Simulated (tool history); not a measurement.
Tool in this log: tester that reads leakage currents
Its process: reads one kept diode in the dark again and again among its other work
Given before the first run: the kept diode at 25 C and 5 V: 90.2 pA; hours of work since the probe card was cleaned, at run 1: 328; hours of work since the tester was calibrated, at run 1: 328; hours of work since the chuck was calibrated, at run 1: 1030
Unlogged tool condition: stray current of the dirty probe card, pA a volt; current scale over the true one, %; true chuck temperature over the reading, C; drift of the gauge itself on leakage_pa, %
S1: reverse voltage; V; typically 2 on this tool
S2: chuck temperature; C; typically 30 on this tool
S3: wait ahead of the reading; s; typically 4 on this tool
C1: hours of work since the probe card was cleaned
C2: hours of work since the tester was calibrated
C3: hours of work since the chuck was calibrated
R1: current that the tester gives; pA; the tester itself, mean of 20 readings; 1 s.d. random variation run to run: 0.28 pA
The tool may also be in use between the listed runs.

run    hour    S1  S2    S3    C1    C2    C3      R1
  1       0     2  30     4   328   328  1030   93.17
  2    70.8     2  30     4   373   373  1075   92.79
  3   168.9     2  30     4   434   434  1136   93.28
  4   294.6     2  30     4   513   513  1215   93.21
  5     370     2  30     4   560   560  1262   93.17
  6     465     2  56     4   620   620  1322  590.27
  7   547.2     2  56     4   671   671  1373  593.36
  8   666.2     2  30     4   746   746  1448   93.67
      674.9  -- chuck's temperature calibrated
  9   775.7     2  30     4   813   813    63   93.41
 10   854.6     2  30     4   863   863   113   93.33
 11   925.2     2  30  2.05   907   907   157   93.52
 12  1002.1     2  30     4   955   955   205   93.08
 13  1101.5  1.61  30     4  1018  1018   267   85.54
 14  1216.4  1.61  25     4  1090  1090   339   57.99
 15  1306.4     2  45     4  1146  1146   396  280.93
 16  1404.9     2  53     4  1208  1208   458  485.09
 17  1469.7     2  53     4  1248  1248   498  487.12
 18    1578     2  30     4  1316  1316   566   93.32
 19  1683.3     2  30     4  1382  1382   632    93.5
 20  1809.6     2  30     4  1461  1461   711   93.01
 21  1936.9     2  30     4  1541  1541   791   93.37
 22  2006.2     2  30     4  1585  1585   834   94.02
 23  2123.9     2  30     4  1658  1658   908   93.23
 24  2234.6  3.96  30  0.75  1728  1728   978  123.09
 25  2372.1  6.47  45  1.85  1814  1814  1064  445.58
 26  2523.6  4.42  49   1.2  1909  1909  1159  508.15
 27  2638.8  15.8  33     2  1981  1981  1231  265.11
 28  2779.3  15.8  33     2  2069  2069  1319  265.44
 29  2892.5  5.97  30     1  2140  2140  1390  144.51
 30  2983.4  1.29  25  3.18  2197  2197  1447   53.14
       2993  -- chuck's temperature calibrated
 31  3108.9  1.41  21     4  2275  2275    73   39.94
 32  3243.1  1.41  23  8.79  2359  2359   157   46.69
 33  3388.4  1.41  23  8.79  2450  2450   248   46.62
 34  3472.6  1.41  23  8.79  2503  2503   301   46.79
     3509.4  -- probe card cleaned and baked
     3630.9  -- tester calibrated
 35  3630.9  1.41  23  8.79    75     0   397   46.98
 36  3783.9  3.73  27  0.56   171    96   493   96.26
 37  3906.5     2  29     3   248   173   569   86.51
 38  3994.5  16.7  33  0.32   303   228   625  280.45
 39    4129   7.1  25  9.39   387   312   709  103.39

Forecast each of these 3 alternatives for the next run:
  A  4208.6  3.7  30  6.27  437  362  759   ?
  B  4208.6  7.1  49  9.39  437  362  759   ?
  C  4208.6  7.1  25  8.85  437  362  759   ?

run      R1
  A  118.57
  B  608.75
  C  103.13
Take away the tool's hidden state, keep each run's random variation, and the runs would have read:
run      R1
  A  118.69
  B   609.3
  C  103.23
